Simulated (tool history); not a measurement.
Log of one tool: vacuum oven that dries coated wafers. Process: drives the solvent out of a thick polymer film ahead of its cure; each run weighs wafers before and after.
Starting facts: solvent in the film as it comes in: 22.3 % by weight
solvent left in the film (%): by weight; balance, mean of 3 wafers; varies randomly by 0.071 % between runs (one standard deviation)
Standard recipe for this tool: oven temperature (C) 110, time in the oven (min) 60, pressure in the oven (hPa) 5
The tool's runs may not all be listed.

run 1 hour=0 | oven_temperature_(C)=110 time_in_the_oven_(min)=60 pressure_in_the_oven_(hPa)=5 | solvent_left_in_the_film_(%)=5.6
run 2 hour=54 | oven_temperature_(C)=110 time_in_the_oven_(min)=60 pressure_in_the_oven_(hPa)=5 | solvent_left_in_the_film_(%)=5.76
run 3 hour=115.1 | oven_temperature_(C)=110 time_in_the_oven_(min)=60 pressure_in_the_oven_(hPa)=5 | solvent_left_in_the_film_(%)=5.64
run 4 hour=187.5 | oven_temperature_(C)=110 time_in_the_oven_(min)=60 pressure_in_the_oven_(hPa)=5 | solvent_left_in_the_film_(%)=5.75
run 5 hour=239.7 | oven_temperature_(C)=110 time_in_the_oven_(min)=60 pressure_in_the_oven_(hPa)=4.31 | solvent_left_in_the_film_(%)=5.69
run 6 hour=278.9 | oven_temperature_(C)=110 time_in_the_oven_(min)=67 pressure_in_the_oven_(hPa)=4.31 | solvent_left_in_the_film_(%)=5.08
run 7 hour=317.9 | oven_temperature_(C)=110 time_in_the_oven_(min)=56 pressure_in_the_oven_(hPa)=5 | solvent_left_in_the_film_(%)=6.02
run 8 hour=358.5 | oven_temperature_(C)=110 time_in_the_oven_(min)=60 pressure_in_the_oven_(hPa)=10.55 | solvent_left_in_the_film_(%)=6.18
run 9 hour=397.1 | oven_temperature_(C)=110 time_in_the_oven_(min)=60 pressure_in_the_oven_(hPa)=16.93 | solvent_left_in_the_film_(%)=6.85
run 10 hour=465.6 | oven_temperature_(C)=110 time_in_the_oven_(min)=60 pressure_in_the_oven_(hPa)=16.93 | solvent_left_in_the_film_(%)=6.75
run 11 hour=532.8 | oven_temperature_(C)=110 time_in_the_oven_(min)=60 pressure_in_the_oven_(hPa)=16.93 | solvent_left_in_the_film_(%)=6.87
run 12 hour=603 | oven_temperature_(C)=110 time_in_the_oven_(min)=60 pressure_in_the_oven_(hPa)=5 | solvent_left_in_the_film_(%)=5.66
run 13 hour=661.2 | oven_temperature_(C)=110 time_in_the_oven_(min)=77 pressure_in_the_oven_(hPa)=5 | solvent_left_in_the_film_(%)=4.34
run 14 hour=736.4 | oven_temperature_(C)=110 time_in_the_oven_(min)=77 pressure_in_the_oven_(hPa)=5 | solvent_left_in_the_film_(%)=4.35
run 15 hour=783.7 | oven_temperature_(C)=110 time_in_the_oven_(min)=77 pressure_in_the_oven_(hPa)=5 | solvent_left_in_the_film_(%)=4.52
run 16 hour=820.8 | oven_temperature_(C)=110 time_in_the_oven_(min)=77 pressure_in_the_oven_(hPa)=5 | solvent_left_in_the_film_(%)=4.3
run 17 hour=879.1 | oven_temperature_(C)=110 time_in_the_oven_(min)=77 pressure_in_the_oven_(hPa)=5 | solvent_left_in_the_film_(%)=4.49
run 18 hour=924 | oven_temperature_(C)=110 time_in_the_oven_(min)=77 pressure_in_the_oven_(hPa)=5 | solvent_left_in_the_film_(%)=4.43
run 19 hour=992.7 | oven_temperature_(C)=96 time_in_the_oven_(min)=77 pressure_in_the_oven_(hPa)=5 | solvent_left_in_the_film_(%)=10.67
-- hour=1023.2 vacuum gauge cleaned of residue and calibrated
run 20 hour=1045.4 | oven_temperature_(C)=96 time_in_the_oven_(min)=77 pressure_in_the_oven_(hPa)=5 | solvent_left_in_the_film_(%)=10.41
run 21 hour=1090.3 | oven_temperature_(C)=110 time_in_the_oven_(min)=60 pressure_in_the_oven_(hPa)=5 | solvent_left_in_the_film_(%)=5.86
run 22 hour=1159.7 | oven_temperature_(C)=111 time_in_the_oven_(min)=60 pressure_in_the_oven_(hPa)=5 | solvent_left_in_the_film_(%)=5.41
run 23 hour=1216 | oven_temperature_(C)=111 time_in_the_oven_(min)=60 pressure_in_the_oven_(hPa)=5 | solvent_left_in_the_film_(%)=5.52
run 24 hour=1268 | oven_temperature_(C)=116 time_in_the_oven_(min)=60 pressure_in_the_oven_(hPa)=5.48 | solvent_left_in_the_film_(%)=3.54
run 25 hour=1333.2 | oven_temperature_(C)=116 time_in_the_oven_(min)=60 pressure_in_the_oven_(hPa)=5.48 | solvent_left_in_the_film_(%)=3.55
run 26 hour=1405.1 | oven_temperature_(C)=116 time_in_the_oven_(min)=60 pressure_in_the_oven_(hPa)=5.48 | solvent_left_in_the_film_(%)=3.59
run 27 hour=1439.2 | oven_temperature_(C)=104 time_in_the_oven_(min)=48 pressure_in_the_oven_(hPa)=3.05 | solvent_left_in_the_film_(%)=9.72
-- hour=1459.1 oven's thermocouples calibrated
run 28 hour=1510.1 | oven_temperature_(C)=104 time_in_the_oven_(min)=48 pressure_in_the_oven_(hPa)=3.05 | solvent_left_in_the_film_(%)=9.08
run 29 hour=1548.4 | oven_temperature_(C)=113 time_in_the_oven_(min)=60 pressure_in_the_oven_(hPa)=11.09 | solvent_left_in_the_film_(%)=4.61
run 30 hour=1590.6 | oven_temperature_(C)=116 time_in_the_oven_(min)=60 pressure_in_the_oven_(hPa)=2.93 | solvent_left_in_the_film_(%)=2.91
run 31 hour=1633.2 | oven_temperature_(C)=111 time_in_the_oven_(min)=103 pressure_in_the_oven_(hPa)=5 | solvent_left_in_the_film_(%)=2.25
run 32 hour=1710 | oven_temperature_(C)=110 time_in_the_oven_(min)=35 pressure_in_the_oven_(hPa)=3.22 | solvent_left_in_the_film_(%)=8.78
run 33 hour=1771.9 | oven_temperature_(C)=110 time_in_the_oven_(min)=35 pressure_in_the_oven_(hPa)=3.22 | solvent_left_in_the_film_(%)=8.83
run 34 hour=1804.1 | oven_temperature_(C)=110 time_in_the_oven_(min)=35 pressure_in_the_oven_(hPa)=3.22 | solvent_left_in_the_film_(%)=8.79
run 35 hour=1881.2 | oven_temperature_(C)=110 time_in_the_oven_(min)=35 pressure_in_the_oven_(hPa)=3.22 | solvent_left_in_the_film_(%)=8.94
run 36 hour=1928.8 | oven_temperature_(C)=119 time_in_the_oven_(min)=34 pressure_in_the_oven_(hPa)=3.22 | solvent_left_in_the_film_(%)=5.23
run 37 hour=1970.9 | oven_temperature_(C)=119 time_in_the_oven_(min)=34 pressure_in_the_oven_(hPa)=3.22 | solvent_left_in_the_film_(%)=5.25
run 38 hour=2029.6 | oven_temperature_(C)=119 time_in_the_oven_(min)=34 pressure_in_the_oven_(hPa)=3.22 | solvent_left_in_the_film_(%)=5.24
run 39 hour=2070.3 | oven_temperature_(C)=119 time_in_the_oven_(min)=35 pressure_in_the_oven_(hPa)=17.23 | solvent_left_in_the_film_(%)=6.01
run 40 hour=2102.2 | oven_temperature_(C)=111 time_in_the_oven_(min)=35 pressure_in_the_oven_(hPa)=17.23 | solvent_left_in_the_film_(%)=9.43
run 41 hour=2167.3 | oven_temperature_(C)=103 time_in_the_oven_(min)=68 pressure_in_the_oven_(hPa)=2.75 | solvent_left_in_the_film_(%)=7.59
run 42 hour=2230.5 | oven_temperature_(C)=103 time_in_the_oven_(min)=68 pressure_in_the_oven_(hPa)=2.75 | solvent_left_in_the_film_(%)=7.54

Forecast each of these 5 alternatives for the next run:
run A hour=2284.5 | oven_temperature_(C)=101 time_in_the_oven_(min)=69 pressure_in_the_oven_(hPa)=10.6 | solvent_left_in_the_film_(%)=?
run B hour=2284.5 | oven_temperature_(C)=111 time_in_the_oven_(min)=60 pressure_in_the_oven_(hPa)=5 | solvent_left_in_the_film_(%)=?
run C hour=2284.5 | oven_temperature_(C)=113 time_in_the_oven_(min)=42 pressure_in_the_oven_(hPa)=8.15 | solvent_left_in_the_film_(%)=?
run D hour=2284.5 | oven_temperature_(C)=107 time_in_the_oven_(min)=80 pressure_in_the_oven_(hPa)=2.75 | solvent_left_in_the_film_(%)=?
run E hour=2284.5 | oven_temperature_(C)=115 time_in_the_oven_(min)=68 pressure_in_the_oven_(hPa)=2.75 | solvent_left_in_the_film_(%)=?

run=A solvent_left_in_the_film_(%)=9.32
run=B solvent_left_in_the_film_(%)=5.14
run=C solvent_left_in_the_film_(%)=6.81
run=D solvent_left_in_the_film_(%)=4.82
run=E solvent_left_in_the_film_(%)=2.84
With the hidden condition removed and each run's random variation left untouched, the same runs would have given:
run=A solvent_left_in_the_film_(%)=8.75
run=B solvent_left_in_the_film_(%)=4.64
run=C solvent_left_in_the_film_(%)=6.3
run=D solvent_left_in_the_film_(%)=4.29
run=E solvent_left_in_the_film_(%)=2.43

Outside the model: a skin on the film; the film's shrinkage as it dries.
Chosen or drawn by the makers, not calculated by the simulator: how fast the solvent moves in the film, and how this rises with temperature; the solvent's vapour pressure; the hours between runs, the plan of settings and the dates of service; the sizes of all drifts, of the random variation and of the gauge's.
